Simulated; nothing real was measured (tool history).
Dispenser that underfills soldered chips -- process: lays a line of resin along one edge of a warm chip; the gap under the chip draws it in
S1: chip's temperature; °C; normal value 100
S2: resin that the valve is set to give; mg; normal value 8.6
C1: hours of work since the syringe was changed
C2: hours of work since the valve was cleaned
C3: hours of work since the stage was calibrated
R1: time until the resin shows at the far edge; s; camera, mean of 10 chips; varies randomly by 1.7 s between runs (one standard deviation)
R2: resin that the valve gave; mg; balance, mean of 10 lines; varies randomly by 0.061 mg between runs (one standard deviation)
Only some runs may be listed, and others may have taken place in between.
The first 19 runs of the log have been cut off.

run   hour   S1     S2  C1  C2   C3     R1    R2
     188.9  -- new syringe of resin
 20  191.4   89  10.12   2  69  175  265.5  9.62
 21  199.2  100   9.22   8  75  181    218   8.7
     203.7  -- new syringe of resin
 22  206.8  100   9.22   2  81  187  176.2  8.55
 23  217.9   92   8.57  11  90  196  333.3  8.12
     219.4  -- new syringe of resin
 24  228.5  106   9.49   7  98  204  167.4   8.7
     234.6  -- new syringe of resin
     239.9  -- dispensing valve cleaned and set on the balance
 25  241.1   85   7.89   4   1  213  341.4   7.9
 26  246.9   85   7.89   9   5  217  403.7  7.79
       251  -- new syringe of resin
 27  256.1  113    8.6   4  13  224  116.4   8.6
     265.8  -- new syringe of resin
 28  266.9  102    8.6   1  21  233  151.1  8.43
 29  276.4   91   8.92   8  28  240  301.7  8.65
     281.1  -- new syringe of resin
 30  287.7   91   8.92   5  37  249  272.5  8.64
     296.4  -- new syringe of resin
 31  299.9  104   9.67   3  46  258    150  9.38
     311.9  -- new syringe of resin
 32  313.7  107   9.63   1  57  269  129.2  9.25
     327.2  -- new syringe of resin
 33  327.5  107   9.63   0  68  280  121.2  9.02
 34  337.6   85   9.24   8  76  288  375.9  8.64
     342.5  -- new syringe of resin
 35  351.5  106    9.7   7  86  298  166.2  9.15

Alternative continuations, all from the tool just after run 35; predict every row:
     357.6  -- new syringe of resin
  A  361.6  110  7.36   3  94  306   ?   ?
     357.6  -- new syringe of resin
  B  361.6  107  8.49   3  94  306   ?   ?
     357.6  -- new syringe of resin
  C  361.6  112  8.72   3  94  306   ?   ?

run     R1    R2
  A  132.8  6.85
  B    141  7.89
  C  117.2  8.04
What these runs would have given with no unlogged condition in the tool:
run     R1    R2
  A  119.7  7.37
  B  128.8   8.5
  C  107.2  8.66

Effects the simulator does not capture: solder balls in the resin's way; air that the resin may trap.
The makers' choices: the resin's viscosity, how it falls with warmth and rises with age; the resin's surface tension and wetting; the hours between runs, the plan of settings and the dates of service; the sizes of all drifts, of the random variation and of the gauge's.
